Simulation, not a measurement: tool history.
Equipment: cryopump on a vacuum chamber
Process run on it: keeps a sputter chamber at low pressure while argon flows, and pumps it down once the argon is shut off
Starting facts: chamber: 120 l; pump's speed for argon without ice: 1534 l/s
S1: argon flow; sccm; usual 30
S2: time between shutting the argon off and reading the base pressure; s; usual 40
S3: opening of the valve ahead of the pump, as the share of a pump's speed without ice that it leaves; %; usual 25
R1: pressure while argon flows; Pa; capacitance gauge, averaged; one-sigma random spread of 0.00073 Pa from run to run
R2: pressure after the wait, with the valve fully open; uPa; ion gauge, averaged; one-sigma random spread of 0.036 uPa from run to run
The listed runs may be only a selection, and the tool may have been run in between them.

run	hour	S1	S2	S3	R1	R2
1	0.0	30	40	25	0.1371	2.17
2	58.0	30	40	25	0.1383	2.17
3	110.4	30	40	25	0.1379	2.20
4	183.6	30	40	25	0.1403	2.16
5	250.3	30	40	25	0.1390	2.19
6	327.4	46	40	25	0.2142	2.12
7	390.2	46	40	25	0.2141	2.21
8	444.7	46	40	25	0.2175	2.21
9	522.4	23	40	25	0.1078	2.29
10	563.3	23	40	25	0.1095	2.22
11	638.1	47	90	21	0.2627	1.26
12	688.4	47	90	21	0.2649	1.29
13	747.6	26	64	34	0.0952	1.66

Forecast each of these 4 alternatives for the next run:
A	817.5	24	80	47	?	?
B	817.5	19	157	34	?	?
C	817.5	13	28	16	?	?
D	817.5	17	40	31	?	?

run	R1	R2
A	0.0666	1.42
B	0.0697	1.00
C	0.0947	3.00
D	0.0688	2.29
The same runs, with their run-to-run variation unchanged, on a tool lacking any hidden condition would have given:
run	R1	R2
A	0.0566	1.12
B	0.0617	0.69
C	0.0893	2.70
D	0.0616	1.99

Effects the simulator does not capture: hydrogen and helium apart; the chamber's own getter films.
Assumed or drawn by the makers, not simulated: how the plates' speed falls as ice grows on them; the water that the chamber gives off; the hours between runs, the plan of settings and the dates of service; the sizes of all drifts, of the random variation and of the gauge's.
